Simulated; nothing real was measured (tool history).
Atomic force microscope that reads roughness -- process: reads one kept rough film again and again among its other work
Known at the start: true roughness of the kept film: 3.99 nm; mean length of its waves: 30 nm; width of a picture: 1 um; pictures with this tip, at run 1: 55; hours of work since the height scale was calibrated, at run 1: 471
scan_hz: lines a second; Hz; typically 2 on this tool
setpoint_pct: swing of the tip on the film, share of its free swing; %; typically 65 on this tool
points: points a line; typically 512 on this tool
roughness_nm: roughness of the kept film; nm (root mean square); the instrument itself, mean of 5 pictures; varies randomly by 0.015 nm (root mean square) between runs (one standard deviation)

run,hour,scan_hz,setpoint_pct,points,pictures with this tip,hours of work since the height scale was calibrated,roughness_nm
1,0,2,65,512,55,471,3.468
2,11.2,3.73,65,512,67,480,3.345
# hour 20.6: new tip fitted
3,33.1,3.73,65,512,15,495,3.342
4,53.2,3.73,65,512,37,510,3.318
5,68.4,3.73,65,512,54,521,3.355
6,84.6,3.73,65,512,73,533,3.322
# hour 89.3: new tip fitted
7,95.6,3.73,65,512,7,541,3.352
8,116.6,3.73,65,512,31,556,3.338
9,131.7,2,71,374,48,567,3.422
10,145.3,2,71,374,63,577,3.375
# hour 157.7: new tip fitted
11,164.3,1.75,57,312,7,591,3.529

The next listed run, before its measurement:
12,175.3,2,63,623,20,599,?

{"run 12": {"roughness_nm": 3.521}}
Were there no unlogged condition in the tool, this run, its random variation unchanged, would have produced roughness_nm 3.524 nm (root mean square).
